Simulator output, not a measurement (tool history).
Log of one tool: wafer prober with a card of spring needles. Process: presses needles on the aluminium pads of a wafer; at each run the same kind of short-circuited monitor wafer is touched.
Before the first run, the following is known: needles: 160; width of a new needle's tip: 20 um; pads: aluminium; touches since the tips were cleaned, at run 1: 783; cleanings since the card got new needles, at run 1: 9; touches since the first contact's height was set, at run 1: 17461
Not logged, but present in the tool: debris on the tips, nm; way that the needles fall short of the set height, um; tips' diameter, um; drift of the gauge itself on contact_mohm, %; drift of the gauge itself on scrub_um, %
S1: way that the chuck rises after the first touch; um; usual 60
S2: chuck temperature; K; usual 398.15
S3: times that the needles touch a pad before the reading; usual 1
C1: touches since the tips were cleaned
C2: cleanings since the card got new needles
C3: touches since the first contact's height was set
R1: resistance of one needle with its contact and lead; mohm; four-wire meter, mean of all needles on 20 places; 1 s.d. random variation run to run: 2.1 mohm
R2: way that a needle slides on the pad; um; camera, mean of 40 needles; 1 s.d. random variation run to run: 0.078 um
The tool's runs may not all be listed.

{"run": 1, "day": 0.0, "S1": 60, "S2": 398.15, "S3": 1, "C1": 783, "C2": 9, "C3": 17461, "R1": 254, "R2": 9.43}
{"day": 0.162, "done": "tips cleaned on abrasive film"}
{"day": 0.379, "done": "tips cleaned on abrasive film"}
{"day": 0.596, "done": "tips cleaned on abrasive film"}
{"day": 0.862, "done": "tips cleaned on abrasive film"}
{"day": 1.133, "done": "tips cleaned on abrasive film"}
{"day": 1.4, "done": "tips cleaned on abrasive film"}
{"run": 2, "day": 1.608, "S1": 60, "S2": 398.15, "S3": 1, "C1": 1616, "C2": 15, "C3": 29715, "R1": 275, "R2": 9.3}
{"day": 1.667, "done": "tips cleaned on abrasive film"}
{"day": 1.883, "done": "tips cleaned on abrasive film"}
{"day": 2.1, "done": "tips cleaned on abrasive film"}
{"day": 2.367, "done": "tips cleaned on abrasive film"}
{"day": 2.638, "done": "tips cleaned on abrasive film"}
{"day": 2.854, "done": "tips cleaned on abrasive film"}
{"day": 3.067, "done": "tips cleaned on abrasive film"}
{"run": 3, "day": 3.071, "S1": 60, "S2": 398.15, "S3": 1, "C1": 9, "C2": 22, "C3": 40771, "R1": 231, "R2": 9.25}
{"day": 3.288, "done": "tips cleaned on abrasive film"}
{"day": 3.504, "done": "tips cleaned on abrasive film"}
{"day": 3.775, "done": "tips cleaned on abrasive film"}
{"day": 4.042, "done": "tips cleaned on abrasive film"}
{"day": 4.258, "done": "tips cleaned on abrasive film"}
{"day": 4.529, "done": "tips cleaned on abrasive film"}
{"run": 4, "day": 4.529, "S1": 60, "S2": 398.15, "S3": 1, "C1": 3, "C2": 28, "C3": 51846, "R1": 234, "R2": 9.23}
{"day": 4.792, "done": "tips cleaned on abrasive film"}
{"day": 5.008, "done": "tips cleaned on abrasive film"}
{"day": 5.279, "done": "tips cleaned on abrasive film"}
{"day": 5.496, "done": "tips cleaned on abrasive film"}
{"day": 5.762, "done": "tips cleaned on abrasive film"}
{"run": 5, "day": 5.942, "S1": 60, "S2": 398.15, "S3": 2, "C1": 1373, "C2": 33, "C3": 62606, "R1": 252, "R2": 9.14}
{"day": 5.996, "done": "tips cleaned on abrasive film"}
{"day": 6.212, "done": "tips cleaned on abrasive film"}
{"day": 6.483, "done": "tips cleaned on abrasive film"}
{"day": 6.75, "done": "tips cleaned on abrasive film"}
{"run": 6, "day": 6.825, "S1": 60, "S2": 398.15, "S3": 2, "C1": 562, "C2": 37, "C3": 69306, "R1": 244, "R2": 9.04}
{"day": 6.988, "done": "tips cleaned on abrasive film"}
{"day": 7.204, "done": "tips cleaned on abrasive film"}
{"day": 7.471, "done": "tips cleaned on abrasive film"}
{"run": 7, "day": 7.588, "S1": 58, "S2": 398.15, "S3": 2, "C1": 907, "C2": 40, "C3": 75123, "R1": 250, "R2": 8.83}
{"day": 7.7, "done": "tips cleaned on abrasive film"}
{"day": 7.917, "done": "tips cleaned on abrasive film"}
{"day": 8.129, "done": "tips cleaned on abrasive film"}
{"day": 8.346, "done": "tips cleaned on abrasive film"}
{"day": 8.617, "done": "tips cleaned on abrasive film"}
{"day": 8.883, "done": "tips cleaned on abrasive film"}
{"run": 8, "day": 9.008, "S1": 42, "S2": 308.15, "S3": 2, "C1": 945, "C2": 46, "C3": 85888, "R1": 262, "R2": 6.18}
{"day": 9.117, "done": "tips cleaned on abrasive film"}
{"day": 9.388, "done": "tips cleaned on abrasive film"}
{"day": 9.6, "done": "tips cleaned on abrasive film"}
{"run": 9, "day": 9.758, "S1": 42, "S2": 308.15, "S3": 2, "C1": 1202, "C2": 49, "C3": 91593, "R1": 267, "R2": 6.06}
{"day": 9.867, "done": "tips cleaned on abrasive film"}
{"day": 10.138, "done": "tips cleaned on abrasive film"}
{"day": 10.404, "done": "tips cleaned on abrasive film"}
{"day": 10.675, "done": "tips cleaned on abrasive film"}
{"run": 10, "day": 10.683, "S1": 63, "S2": 329.15, "S3": 2, "C1": 74, "C2": 53, "C3": 98623, "R1": 216, "R2": 9.27}
{"day": 10.9, "done": "tips cleaned on abrasive film"}
{"day": 11.167, "done": "tips cleaned on abrasive film"}
{"day": 11.438, "done": "tips cleaned on abrasive film"}
{"day": 11.654, "done": "tips cleaned on abrasive film"}
{"day": 11.871, "done": "tips cleaned on abrasive film"}
{"day": 12.138, "done": "tips cleaned on abrasive film"}
{"run": 11, "day": 12.35, "S1": 63, "S2": 329.15, "S3": 2, "C1": 1628, "C2": 59, "C3": 111302, "R1": 248, "R2": 9.32}

Branching from run 11: 5 alternative next runs. What would each branch give?
{"day": 12.404, "done": "tips cleaned on abrasive film"}
{"day": 12.621, "done": "tips cleaned on abrasive film"}
{"day": 12.838, "done": "tips cleaned on abrasive film"}
{"day": 13.054, "done": "tips cleaned on abrasive film"}
{"day": 13.321, "done": "tips cleaned on abrasive film"}
{"day": 13.592, "done": "tips cleaned on abrasive film"}
{"run": "A", "day": 13.692, "S1": 62, "S2": 373.15, "S3": 2, "C1": 779, "C2": 65, "C3": 121491, "R1": "?", "R2": "?"}
{"day": 12.404, "done": "tips cleaned on abrasive film"}
{"day": 12.621, "done": "tips cleaned on abrasive film"}
{"day": 12.838, "done": "tips cleaned on abrasive film"}
{"day": 13.054, "done": "tips cleaned on abrasive film"}
{"day": 13.321, "done": "tips cleaned on abrasive film"}
{"day": 13.592, "done": "tips cleaned on abrasive film"}
{"run": "B", "day": 13.692, "S1": 74, "S2": 329.15, "S3": 2, "C1": 779, "C2": 65, "C3": 121491, "R1": "?", "R2": "?"}
{"day": 12.404, "done": "tips cleaned on abrasive film"}
{"day": 12.621, "done": "tips cleaned on abrasive film"}
{"day": 12.838, "done": "tips cleaned on abrasive film"}
{"day": 13.054, "done": "tips cleaned on abrasive film"}
{"day": 13.321, "done": "tips cleaned on abrasive film"}
{"day": 13.592, "done": "tips cleaned on abrasive film"}
{"run": "C", "day": 13.692, "S1": 60, "S2": 398.15, "S3": 2, "C1": 779, "C2": 65, "C3": 121491, "R1": "?", "R2": "?"}
{"day": 12.404, "done": "tips cleaned on abrasive film"}
{"day": 12.621, "done": "tips cleaned on abrasive film"}
{"day": 12.838, "done": "tips cleaned on abrasive film"}
{"day": 13.054, "done": "tips cleaned on abrasive film"}
{"day": 13.321, "done": "tips cleaned on abrasive film"}
{"day": 13.592, "done": "tips cleaned on abrasive film"}
{"run": "D", "day": 13.692, "S1": 75, "S2": 310.15, "S3": 2, "C1": 779, "C2": 65, "C3": 121491, "R1": "?", "R2": "?"}
{"day": 12.404, "done": "tips cleaned on abrasive film"}
{"day": 12.621, "done": "tips cleaned on abrasive film"}
{"day": 12.838, "done": "tips cleaned on abrasive film"}
{"day": 13.054, "done": "tips cleaned on abrasive film"}
{"day": 13.321, "done": "tips cleaned on abrasive film"}
{"day": 13.592, "done": "tips cleaned on abrasive film"}
{"run": "E", "day": 13.692, "S1": 63, "S2": 327.15, "S3": 2, "C1": 779, "C2": 65, "C3": 121491, "R1": "?", "R2": "?"}

run=A R1=241 R2=9.03
run=B R1=226 R2=10.98
run=C R1=246 R2=8.61
run=D R1=219 R2=11.2
run=E R1=231 R2=9.34
Take away the tool's hidden state, keep each run's random variation, and the runs would have read:
run=A R1=221 R2=9.86
run=B R1=211 R2=11.81
run=C R1=226 R2=9.44
run=D R1=204 R2=12.04
run=E R1=211 R2=10.17
